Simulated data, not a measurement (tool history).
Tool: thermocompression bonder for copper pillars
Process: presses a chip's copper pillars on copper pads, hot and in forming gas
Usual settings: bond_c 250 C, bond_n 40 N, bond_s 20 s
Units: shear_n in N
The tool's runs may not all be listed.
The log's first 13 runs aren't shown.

run     day  bond_c  bond_n  bond_s  shear_n
       31.7  -- forming gas filter changed
 14  32.533     250      41      20     84.4
 15  34.483     250      41      20     84.3
 16  36.412     250      41      20     84.5
 17  39.454     250      41      20       84
 18  41.279     250      41      20     84.1
 19  43.875     250      36      20     78.5
 20  45.533     250      36      20     78.3
     46.062  -- forming gas filter changed
     47.062  -- force cell calibrated
 21  48.567     250      36      20     78.4

Run 22 comes next. What will it give?
 22  50.854     277      57      13        ?

shear_n: 105.8 N
Without the tool's hidden state the same run would have given shear_n 104.7 N.
